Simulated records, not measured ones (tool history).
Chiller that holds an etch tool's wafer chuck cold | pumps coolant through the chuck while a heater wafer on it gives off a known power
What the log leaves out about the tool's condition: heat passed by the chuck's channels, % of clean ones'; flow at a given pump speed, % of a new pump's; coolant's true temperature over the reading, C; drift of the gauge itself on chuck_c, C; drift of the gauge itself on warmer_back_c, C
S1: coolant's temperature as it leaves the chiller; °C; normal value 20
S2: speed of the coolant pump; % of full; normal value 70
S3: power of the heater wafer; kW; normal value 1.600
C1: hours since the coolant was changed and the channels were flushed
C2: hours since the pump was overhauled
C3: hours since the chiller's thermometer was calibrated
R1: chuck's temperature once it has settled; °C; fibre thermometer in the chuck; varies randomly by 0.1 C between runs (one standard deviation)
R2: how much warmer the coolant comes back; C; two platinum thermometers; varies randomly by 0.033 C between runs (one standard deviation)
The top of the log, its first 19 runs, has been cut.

Run 20, day 77.183: usual settings but S1 17 °C; C1 2778; C2 642; C3 1412. Result: R1 36.3 °C, R2 4.57 C.
Run 21, day 80.671: usual settings but S1 17 °C; C1 2862; C2 725; C3 1496. Result: R1 36.5 °C, R2 4.56 C.
Run 22, day 83.108: usual settings but S1 17 °C, S3 1.586 kW; C1 2920; C2 784; C3 1554. Result: R1 36.1 °C, R2 4.43 C.
At day 85.383: coolant pump overhauled, once more.
Run 23, day 87.400: usual settings but S1 11 °C, S2 71 % of full, S3 1.586 kW; C1 3019; C2 48; C3 1652. Result: R1 29.5 °C, R2 4.26 C.
Run 24, day 92.162: usual settings but S3 1.554 kW; C1 3133; C2 163; C3 1767. Result: R1 38.5 °C, R2 4.27 C.
Run 25, day 95.612: usual settings but S3 1.554 kW; C1 3216; C2 245; C3 1849. Result: R1 38.5 °C, R2 4.19 C.
Run 26, day 98.250: usual settings but S3 1.554 kW; C1 3279; C2 309; C3 1913. Result: R1 38.5 °C, R2 4.25 C.
Run 27, day 102.346: usual settings but S1 13 °C, S2 87 % of full; C1 3377; C2 407; C3 2011. Result: R1 29.3 °C, R2 3.55 C.
Run 28, day 106.767: usual settings but S1 25 °C, S2 88 % of full, S3 0.970 kW; C1 3483; C2 513; C3 2117. Result: R1 34.8 °C, R2 2.13 C.
Run 29, day 110.638: usual settings but S3 1.127 kW; C1 3576; C2 606; C3 2210. Result: R1 33.3 °C, R2 3.11 C.
Run 30, day 115.233: usual settings but S3 1.127 kW; C1 3686; C2 716; C3 2320. Result: R1 33.5 °C, R2 3.07 C.
Run 31, day 118.554: usual settings but S3 1.127 kW; C1 3766; C2 796; C3 2400. Result: R1 33.6 °C, R2 3.12 C.
At day 122.138: chiller's thermometer calibrated.
Run 32, day 124.133: usual settings but S1 22 °C, S2 63 % of full, S3 1.066 kW; C1 3899; C2 929; C3 48. Result: R1 35.6 °C, R2 3.24 C.

Alternative continuations, all from the tool just after run 32; predict every row:
Run A, day 127.058: usual settings but S1 12 °C, S2 86 % of full, S3 1.502 kW; C1 3969; C2 999; C3 118. Result: R1 ?, R2 ?.
Run B, day 127.058: usual settings but S1 22 °C, S2 63 % of full, S3 1.072 kW; C1 3969; C2 999; C3 118. Result: R1 ?, R2 ?.
Run C, day 127.058: usual settings but S1 11 °C, S2 91 % of full; C1 3969; C2 999; C3 118. Result: R1 ?, R2 ?.
Run D, day 127.058: usual settings but S1 10 °C, S2 84 % of full, S3 1.066 kW; C1 3969; C2 999; C3 118. Result: R1 ?, R2 ?.

run    R1    R2
  A  27.8  3.41
  B  35.9  3.33
  C  27.1  3.44
  D  21.3  2.44
The same runs, with their run-to-run variation unchanged, on a tool lacking any hidden condition would have given:
run    R1    R2
  A  26.6  3.36
  B  34.9  3.29
  C  25.9  3.39
  D  20.4  2.41

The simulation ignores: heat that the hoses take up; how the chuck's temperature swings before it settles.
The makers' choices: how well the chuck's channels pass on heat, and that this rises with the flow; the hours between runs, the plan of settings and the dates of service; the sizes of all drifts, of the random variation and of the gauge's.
